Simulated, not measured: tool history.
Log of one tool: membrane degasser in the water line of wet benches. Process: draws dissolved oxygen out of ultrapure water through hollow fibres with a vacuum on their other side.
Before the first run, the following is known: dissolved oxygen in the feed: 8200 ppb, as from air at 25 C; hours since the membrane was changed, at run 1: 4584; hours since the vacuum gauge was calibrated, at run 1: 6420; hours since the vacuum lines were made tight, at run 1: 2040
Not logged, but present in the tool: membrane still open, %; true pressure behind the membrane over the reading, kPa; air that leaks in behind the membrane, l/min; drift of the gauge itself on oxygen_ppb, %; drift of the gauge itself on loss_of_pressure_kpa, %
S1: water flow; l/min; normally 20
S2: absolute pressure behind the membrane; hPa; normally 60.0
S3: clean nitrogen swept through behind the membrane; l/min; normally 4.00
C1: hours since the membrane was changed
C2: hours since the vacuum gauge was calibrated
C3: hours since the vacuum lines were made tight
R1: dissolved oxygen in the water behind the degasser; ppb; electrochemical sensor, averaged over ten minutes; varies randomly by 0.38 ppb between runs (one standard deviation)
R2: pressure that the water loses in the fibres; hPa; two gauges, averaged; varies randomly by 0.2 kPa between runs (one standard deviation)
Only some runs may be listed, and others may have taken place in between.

run    hour  S1     S2    S3    C1    C2    C3     R1     R2
  1     0.0  20   60.0  4.00  4584  6420  2040   41.3  476.5
       59.3  -- vacuum gauge calibrated
  2   109.0  20   60.0  4.00  4692    50  2149   36.6  471.7
  3   254.6  20   60.0  4.00  4838   195  2294   37.0  473.2
  4   426.9  20   60.0  4.00  5010   368  2467   37.5  476.7
  5   558.9  20   60.0  4.00  5142   500  2599   37.3  470.0
  6   750.0  20   60.0  4.00  5333   691  2790   36.8  473.8
  7   912.7  20   60.0  4.00  5496   853  2952   37.8  478.1
  8  1076.6  20   60.0  4.00  5660  1017  3116   38.5  474.3
  9  1198.5  20   60.0  4.00  5782  1139  3238   38.4  478.4
 10  1362.9  29   60.0  4.00  5946  1304  3403   57.2  688.4
 11  1464.9  29   60.0  4.00  6048  1406  3505   57.4  696.8
 12  1628.6  20   83.6  4.00  6212  1569  3668   66.9  474.8
 13  1731.2  20   83.6  4.00  6314  1672  3771   67.3  474.6
 14  1832.4  20   83.6  4.00  6416  1773  3872   67.9  479.8
 15  1969.8  20   60.0  4.00  6553  1910  4010   38.9  476.5
 16  2162.5  14   60.0  4.00  6746  2103  4202   26.5  335.8
 17  2339.4  14   60.0  4.00  6923  2280  4379   26.5  336.3
 18  2500.0  14   60.0  4.00  7083  2441  4540   26.5  335.4
 19  2691.1  14   39.0  6.30  7274  2632  4731    6.2  337.7
 20  2800.6  20   63.1  4.00  7384  2741  4840   43.7  484.1
 21  2947.7  27   37.0  2.39  7531  2888  4988   24.2  651.7
 22  3042.4  20   61.0  1.84  7626  2983  5082   81.0  483.4
 23  3163.2  20   61.0  1.84  7746  3104  5203   81.7  483.7
 24  3343.3  13   70.6  2.33  7926  3284  5383   56.4  317.5
 25  3534.9  20   50.8  4.00  8118  3476  5575   28.8  482.2
 26  3713.9  14   85.4  4.00  8297  3655  5754   51.1  337.2
 27  3821.4  20   60.0  9.28  8405  3762  5861   19.5  483.6
 28  3930.6  14   81.0  5.32  8514  3871  5970   35.1  336.0
 29  4026.4  14   81.0  5.32  8610  3967  6066   35.4  338.5
 30  4113.6  26   74.8  2.97  8697  4054  6153  101.5  635.3
 31  4199.7  23  104.8  7.25  8783  4140  6240   64.5  561.0
 32  4307.5  15   36.9  4.14  8891  4248  6347    7.8  362.3

Branching from run 32: 3 alternative next runs. What would each branch give?
  A  4428.7  19  126.8  10.86  9012  4369  6468   ?   ?
  B  4428.7  31   67.5   4.00  9012  4369  6468   ?   ?
  C  4428.7  19  131.8   4.16  9012  4369  6468   ?   ?

run     R1     R2
  A   46.2  459.5
  B   80.8  749.9
  C  119.7  460.3
Without the tool's hidden state the same runs would have given:
run     R1     R2
  A   43.0  434.6
  B   72.8  709.3
  C  113.4  435.3
